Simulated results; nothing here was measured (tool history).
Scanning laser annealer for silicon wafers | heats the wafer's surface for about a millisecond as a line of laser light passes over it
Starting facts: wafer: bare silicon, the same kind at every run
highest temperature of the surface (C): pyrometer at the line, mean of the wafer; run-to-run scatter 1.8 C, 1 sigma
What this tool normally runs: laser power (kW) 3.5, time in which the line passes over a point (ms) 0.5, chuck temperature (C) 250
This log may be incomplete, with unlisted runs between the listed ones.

run,day,laser power (kW),time in which the line passes over a point (ms),chuck temperature (C),highest temperature of the surface (C)
1,0,3.5,0.5,250,970
2,0.917,3.5,0.5,250,973
3,2.542,3.776,0.5,250,1028
4,4.396,3.776,0.5,250,1020
5,5.946,3.776,0.5,250,1020
6,7.417,3.776,0.5,250,1021
7,9.162,3.776,0.5,250,1018
8,11.079,3.776,0.5,250,1017
9,12.592,3.633,0.419,272,953
10,14.017,3.633,0.419,272,953
11,15.388,3.786,0.419,272,978
12,17.321,3.786,0.419,272,978
13,19.354,3.786,0.608,260,1096

Each row is a separate what-if for the run after 13, all from the same tool condition, not one after another. Results?
A,20.867,3.79,0.5,226,?
B,20.867,3.613,0.389,261,?
C,20.867,3.126,0.608,260,?

run,highest temperature of the surface (C)
A,992
B,912
C,962
Take away the tool's hidden state, keep each run's random variation, and the runs would have read:
run,highest temperature of the surface (C)
A,1017
B,933
C,985
